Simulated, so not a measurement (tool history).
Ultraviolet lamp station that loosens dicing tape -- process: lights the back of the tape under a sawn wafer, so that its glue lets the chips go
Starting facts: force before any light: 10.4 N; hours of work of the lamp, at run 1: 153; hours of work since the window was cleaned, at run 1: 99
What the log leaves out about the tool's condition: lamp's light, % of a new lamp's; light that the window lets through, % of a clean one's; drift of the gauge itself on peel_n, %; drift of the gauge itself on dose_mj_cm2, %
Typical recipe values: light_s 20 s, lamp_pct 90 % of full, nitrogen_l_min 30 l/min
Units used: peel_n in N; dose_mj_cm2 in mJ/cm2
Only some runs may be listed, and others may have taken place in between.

run   hour  light_s  lamp_pct  nitrogen_l_min  hours of work of the lamp  hours of work since the window was cleaned  peel_n  dose_mj_cm2
  1    0.0       20        90              30                        153                                          99   0.655          524
  2   21.4       20        90              30                        162                                         109   0.638          521
  3   35.4       20        90              30                        169                                         115   0.630          528
  4   49.4       20        64              30                        175                                         121   1.268          368
  5   63.6       20        64              30                        182                                         128   1.211          371
  6   84.3       20        67              30                        191                                         137   1.111          388
  7  109.8       20        67              30                        203                                         149   1.188          388
  8  127.2       20        67              30                        211                                         157   1.173          385
  9  150.6       20        67              30                        221                                         168   1.207          381
 10  170.2       20        67              55                        230                                         177   0.766          381
 11  189.1       20        90              47                        239                                         185   0.498          516
     191.6  -- window cleaned of glue's vapour
 12  213.2       20        90              15                        250                                          10   1.268          501
 13  233.6       20        90              15                        259                                          19   1.263          501
 14  246.9       20        90              15                        265                                          25   1.254          497
 15  267.5       20        90              15                        274                                          35   1.211          498
 16  285.0       20        90              15                        282                                          43   1.265          497
 17  311.7       20        90              30                        294                                          55   0.703          501
 18  339.2       20        90              30                        307                                          67   0.714          494
 19  355.7       20        90              30                        314                                          75   0.723          490
     358.5  -- window cleaned of glue's vapour, once more
 20  370.7       20        90              30                        321                                           6   0.685          507
 21  389.4       16        79              32                        330                                          14   1.291          356
 22  411.1       16        79              32                        340                                          24   1.342          356
 23  433.5       18        76              10                        350                                          34   2.612          384
 24  445.6       19        63              30                        355                                          40   1.512          335
 25  465.4       30        83              30                        364                                          49   0.385          686
 26  480.5       24        71              33                        371                                          56   0.704          470
 27  495.3       24        71              33                        378                                          62   0.682          469
 28  522.0       27        91              20                        390                                          75   0.547          686
 29  540.0       17        82              30                        398                                          83   1.193          389
 30  567.5       23        79              49                        411                                          95   0.502          501
 31  582.2       31        76              30                        418                                         102   0.428          644
 32  599.4       11        88              30                        425                                         110   2.124          264
 33  623.1       11        88              30                        436                                         121   2.129          259
 34  645.9       15        78              13                        447                                         131   2.805          312
 35  660.0       15        78              13                        453                                         138   2.969          322
 36  675.8       27        97              24                        460                                         145   0.432          706
 37  703.3       27        97              24                        473                                         157   0.426          699

What if the next run were any one of these 3? Each begins from the tool's condition after run 37:
  A  715.4       38        91              21                        478                                         163       ?            ?
  B  715.4       30        97              24                        478                                         163       ?            ?
  C  715.4       27        77              18                        478                                         163       ?            ?

run  peel_n  dose_mj_cm2
  A   0.310          924
  B   0.348          768
  C   0.926          562
Take away the tool's hidden state, keep each run's random variation, and the runs would have read:
run  peel_n  dose_mj_cm2
  A   0.271         1061
  B   0.288          882
  C   0.697          645

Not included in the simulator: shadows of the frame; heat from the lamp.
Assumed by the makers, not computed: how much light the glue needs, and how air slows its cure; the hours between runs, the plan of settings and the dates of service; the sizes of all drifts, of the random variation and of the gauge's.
